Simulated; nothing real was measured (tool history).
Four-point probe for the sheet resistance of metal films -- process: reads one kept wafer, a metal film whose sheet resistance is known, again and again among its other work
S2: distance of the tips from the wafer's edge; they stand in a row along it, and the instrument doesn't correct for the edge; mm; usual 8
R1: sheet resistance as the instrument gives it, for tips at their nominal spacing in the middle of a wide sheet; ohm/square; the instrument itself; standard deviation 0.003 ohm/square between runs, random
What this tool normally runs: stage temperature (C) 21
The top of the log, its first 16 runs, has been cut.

{"run": 17, "day": 68.175, "stage temperature (C)": 26, "S2": 8, "R1": 14.847737}
{"run": 18, "day": 70.796, "stage temperature (C)": 26, "S2": 8, "R1": 14.839191}
{"run": 19, "day": 75.129, "stage temperature (C)": 23, "S2": 14, "R1": 14.832779}
{"run": 20, "day": 77.446, "stage temperature (C)": 23, "S2": 12, "R1": 14.831639}
{"run": 21, "day": 81.454, "stage temperature (C)": 23, "S2": 12, "R1": 14.819032}
{"run": 22, "day": 85.833, "stage temperature (C)": 27, "S2": 43, "R1": 14.74476}
{"day": 89.975, "done": "stage's thermometer calibrated"}
{"run": 23, "day": 90.7, "stage temperature (C)": 24, "S2": 3, "R1": 15.089343}
{"run": 24, "day": 96.158, "stage temperature (C)": 22, "S2": 6, "R1": 14.843214}
{"run": 25, "day": 100.492, "stage temperature (C)": 20, "S2": 12, "R1": 14.784704}
{"run": 26, "day": 103.675, "stage temperature (C)": 31, "S2": 22, "R1": 14.644391}
{"run": 27, "day": 107.471, "stage temperature (C)": 31, "S2": 22, "R1": 14.63495}
{"day": 108.883, "done": "new probe head fitted"}
{"run": 28, "day": 110.829, "stage temperature (C)": 30, "S2": 5, "R1": 14.998202}
{"run": 29, "day": 114.108, "stage temperature (C)": 30, "S2": 5, "R1": 14.990599}
{"run": 30, "day": 119.383, "stage temperature (C)": 23, "S2": 40, "R1": 14.936583}
{"run": 31, "day": 123.879, "stage temperature (C)": 20, "S2": 45, "R1": 14.959981}
{"run": 32, "day": 126.867, "stage temperature (C)": 23, "S2": 5, "R1": 15.041456}

Alternative continuations, all from the tool just after run 32; predict every row:
{"run": "A", "day": 131.983, "stage temperature (C)": 34, "S2": 8, "R1": "?"}
{"run": "B", "day": 131.983, "stage temperature (C)": 22, "S2": 7, "R1": "?"}
{"run": "C", "day": 131.983, "stage temperature (C)": 19, "S2": 8, "R1": "?"}
{"run": "D", "day": 131.983, "stage temperature (C)": 22, "S2": 10, "R1": "?"}
{"run": "E", "day": 131.983, "stage temperature (C)": 20, "S2": 4, "R1": "?"}

run=A R1=14.830500
run=B R1=14.982586
run=C R1=15.002781
run=D R1=14.947020
run=E R1=15.133544
Without the tool's hidden state the same runs would have given:
run=A R1=14.790825
run=B R1=14.942314
run=C R1=14.962401
run=D R1=14.906837
run=E R1=15.092857
